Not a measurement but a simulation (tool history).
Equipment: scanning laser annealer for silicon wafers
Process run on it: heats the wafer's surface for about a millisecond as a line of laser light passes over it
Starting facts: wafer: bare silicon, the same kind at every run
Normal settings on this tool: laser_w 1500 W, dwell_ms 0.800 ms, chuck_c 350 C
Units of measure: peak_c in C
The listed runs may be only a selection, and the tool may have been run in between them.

| run | hour | laser_w | dwell_ms | chuck_c | peak_c |
|---|---|---|---|---|---|
| 1 | 0.0 | 1500 | 0.800 | 350 | 1086 |
| 2 | 58.4 | 1500 | 0.800 | 350 | 1089 |
| 3 | 93.5 | 1482 | 0.800 | 350 | 1079 |
| 4 | 144.8 | 1482 | 0.572 | 350 | 948 |
| 5 | 204.2 | 1500 | 0.800 | 350 | 1081 |
| 6 | 259.4 | 1500 | 0.800 | 323 | 1057 |
| 7 | 301.2 | 1500 | 0.800 | 323 | 1057 |
| 8 | 357.2 | 1500 | 0.800 | 323 | 1060 |
|  | 403.1 | window over the wafer cleaned |
| 9 | 416.5 | 1500 | 0.800 | 323 | 1060 |
| 10 | 454.5 | 1500 | 0.800 | 323 | 1058 |
| 11 | 494.7 | 1500 | 0.800 | 350 | 1086 |
| 12 | 562.1 | 1500 | 0.800 | 350 | 1087 |
| 13 | 609.9 | 1500 | 0.800 | 350 | 1084 |
|  | 669.6 | optics aligned, line set to its width |
| 14 | 680.5 | 1500 | 0.800 | 386 | 1122 |
| 15 | 715.5 | 1500 | 0.800 | 350 | 1085 |
| 16 | 758.3 | 1500 | 0.971 | 350 | 1173 |
| 17 | 798.8 | 1500 | 0.971 | 350 | 1176 |
| 18 | 832.2 | 1500 | 0.800 | 350 | 1085 |
| 19 | 892.9 | 1500 | 0.800 | 350 | 1087 |
| 20 | 947.6 | 1500 | 0.800 | 350 | 1085 |
| 21 | 994.4 | 1500 | 0.785 | 350 | 1080 |
| 22 | 1047.7 | 1429 | 0.800 | 339 | 1041 |
| 23 | 1099.7 | 1324 | 0.815 | 386 | 1046 |
| 24 | 1129.2 | 1322 | 0.809 | 329 | 988 |
| 25 | 1196.9 | 1594 | 0.688 | 352 | 1066 |
| 26 | 1231.2 | 1406 | 0.684 | 334 | 964 |
| 27 | 1260.3 | 1406 | 0.684 | 334 | 965 |
| 28 | 1327.4 | 1500 | 0.800 | 366 | 1101 |
| 29 | 1355.4 | 1500 | 0.800 | 366 | 1103 |
| 30 | 1385.7 | 1500 | 0.800 | 366 | 1106 |
| 31 | 1419.7 | 1500 | 0.800 | 366 | 1101 |
| 32 | 1452.4 | 1500 | 0.800 | 366 | 1100 |
| 33 | 1501.0 | 1500 | 0.800 | 366 | 1101 |
| 34 | 1560.4 | 1470 | 0.704 | 350 | 1020 |
| 35 | 1594.3 | 1470 | 0.704 | 350 | 1020 |
| 36 | 1650.2 | 1464 | 0.704 | 333 | 1001 |
| 37 | 1699.8 | 1464 | 0.704 | 333 | 1001 |
| 38 | 1739.5 | 1500 | 0.637 | 365 | 1007 |
| 39 | 1770.3 | 1500 | 0.637 | 365 | 1008 |
|  | 1802.9 | window over the wafer cleaned |
| 40 | 1816.5 | 1350 | 0.936 | 350 | 1076 |
| 41 | 1860.7 | 1350 | 0.936 | 350 | 1080 |

What if the next run were any one of these 4? Each begins from the tool's condition after run 41:
| A | 1893.9 | 1500 | 0.791 | 350 | ? |
| B | 1893.9 | 1350 | 0.628 | 345 | ? |
| C | 1893.9 | 1580 | 0.682 | 331 | ? |
| D | 1893.9 | 1317 | 0.715 | 345 | ? |

| run | peak_c |
|---|---|
| A | 1084 |
| B | 922 |
| C | 1032 |
| D | 953 |
Had the tool no hidden state, the same runs would have come out as:
| run | peak_c |
|---|---|
| A | 1085 |
| B | 922 |
| C | 1032 |
| D | 953 |
